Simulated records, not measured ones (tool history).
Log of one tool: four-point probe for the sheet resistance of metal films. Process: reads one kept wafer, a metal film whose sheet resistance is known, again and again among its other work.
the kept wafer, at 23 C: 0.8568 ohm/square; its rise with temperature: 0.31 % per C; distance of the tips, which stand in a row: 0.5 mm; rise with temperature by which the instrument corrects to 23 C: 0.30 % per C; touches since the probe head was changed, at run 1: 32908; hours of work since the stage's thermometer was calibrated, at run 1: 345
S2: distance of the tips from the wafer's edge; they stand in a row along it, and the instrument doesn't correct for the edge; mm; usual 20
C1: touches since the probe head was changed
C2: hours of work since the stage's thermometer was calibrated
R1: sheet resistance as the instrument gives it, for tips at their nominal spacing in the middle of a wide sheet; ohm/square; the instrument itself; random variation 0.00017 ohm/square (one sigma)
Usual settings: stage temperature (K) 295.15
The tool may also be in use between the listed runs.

run 1 hour=0 | stage_temperature_(K)=295.15 S2=20 | C1=32908 C2=345 | R1=0.855037
run 2 hour=15.7 | stage_temperature_(K)=295.15 S2=20 | C1=33566 C2=355 | R1=0.854648
run 3 hour=30.9 | stage_temperature_(K)=295.15 S2=20 | C1=34206 C2=365 | R1=0.854826
run 4 hour=45.9 | stage_temperature_(K)=295.15 S2=20 | C1=34837 C2=375 | R1=0.854475
run 5 hour=65 | stage_temperature_(K)=295.15 S2=20 | C1=35641 C2=387 | R1=0.854667
run 6 hour=86.7 | stage_temperature_(K)=295.15 S2=20 | C1=36550 C2=402 | R1=0.854508
run 7 hour=98.3 | stage_temperature_(K)=295.15 S2=20 | C1=37038 C2=409 | R1=0.854877
run 8 hour=108 | stage_temperature_(K)=295.15 S2=20 | C1=37446 C2=416 | R1=0.85501
run 9 hour=120.5 | stage_temperature_(K)=295.15 S2=20 | C1=37970 C2=424 | R1=0.854662
run 10 hour=143 | stage_temperature_(K)=295.15 S2=20 | C1=38917 C2=439 | R1=0.854482
run 11 hour=165.5 | stage_temperature_(K)=295.15 S2=20 | C1=39860 C2=453 | R1=0.854494
run 12 hour=186.5 | stage_temperature_(K)=295.15 S2=20 | C1=40745 C2=467 | R1=0.854597
run 13 hour=203.9 | stage_temperature_(K)=295.15 S2=20 | C1=41474 C2=479 | R1=0.854538
run 14 hour=221.1 | stage_temperature_(K)=295.15 S2=20 | C1=42197 C2=490 | R1=0.854463
run 15 hour=233.4 | stage_temperature_(K)=291.15 S2=20 | C1=42716 C2=498 | R1=0.854439
-- hour=234.9 stage's thermometer calibrated
run 16 hour=247.6 | stage_temperature_(K)=291.15 S2=20 | C1=43291 C2=8 | R1=0.85473
run 17 hour=264 | stage_temperature_(K)=299.15 S2=20 | C1=43982 C2=19 | R1=0.855201
-- hour=279.1 stage's thermometer calibrated, once more
run 18 hour=285.6 | stage_temperature_(K)=307.15 S2=7 | C1=44868 C2=4 | R1=0.856874
run 19 hour=307.1 | stage_temperature_(K)=293.15 S2=15 | C1=45768 C2=18 | R1=0.853909
run 20 hour=321.6 | stage_temperature_(K)=293.15 S2=15 | C1=46380 C2=28 | R1=0.853613
run 21 hour=332.4 | stage_temperature_(K)=293.15 S2=15 | C1=46832 C2=35 | R1=0.853798
run 22 hour=346.1 | stage_temperature_(K)=305.15 S2=10 | C1=47407 C2=44 | R1=0.855121
run 23 hour=366.9 | stage_temperature_(K)=297.15 S2=64 | C1=48284 C2=58 | R1=0.853856
run 24 hour=388.4 | stage_temperature_(K)=298.15 S2=9 | C1=49186 C2=72 | R1=0.854883
run 25 hour=398.1 | stage_temperature_(K)=294.15 S2=6 | C1=49593 C2=78 | R1=0.856851
run 26 hour=412 | stage_temperature_(K)=294.15 S2=4 | C1=50179 C2=87 | R1=0.860623
run 27 hour=428.3 | stage_temperature_(K)=294.15 S2=4 | C1=50863 C2=98 | R1=0.860587
run 28 hour=449 | stage_temperature_(K)=303.15 S2=5 | C1=51732 C2=112 | R1=0.858439
run 29 hour=467.9 | stage_temperature_(K)=307.15 S2=4 | C1=52527 C2=124 | R1=0.861035
run 30 hour=480.1 | stage_temperature_(K)=296.15 S2=3 | C1=53039 C2=132 | R1=0.866043
run 31 hour=492.8 | stage_temperature_(K)=298.15 S2=24 | C1=53575 C2=140 | R1=0.853887
run 32 hour=512.9 | stage_temperature_(K)=298.15 S2=24 | C1=54418 C2=154 | R1=0.853921
run 33 hour=534.4 | stage_temperature_(K)=302.15 S2=11 | C1=55322 C2=168 | R1=0.854916

The same runs without the tool's hidden state, with the same run-to-run variation:
The hidden state here: inner tips' distance over the nominal, %; tips' flats over new ones', %; wafer's true temperature over the reading, C; drift of the gauge itself on sheet_ohm, %.
run=1 R1=0.857303
run=2 R1=0.856926
run=3 R1=0.857117
run=4 R1=0.856776
run=5 R1=0.856984
run=6 R1=0.85684
run=7 R1=0.857219
run=8 R1=0.85736
run=9 R1=0.85702
run=10 R1=0.856856
run=11 R1=0.856886
run=12 R1=0.857005
run=13 R1=0.856959
run=14 R1=0.856899
run=15 R1=0.856877
run=16 R1=0.856874
run=17 R1=0.85738
run=18 R1=0.860021
run=19 R1=0.857066
run=20 R1=0.85678
run=21 R1=0.856973
run=22 R1=0.858308
run=23 R1=0.857057
run=24 R1=0.858104
run=25 R1=0.860087
run=26 R1=0.863882
run=27 R1=0.863858
run=28 R1=0.861715
run=29 R1=0.864335
run=30 R1=0.86937
run=31 R1=0.857179
run=32 R1=0.857231
run=33 R1=0.858244
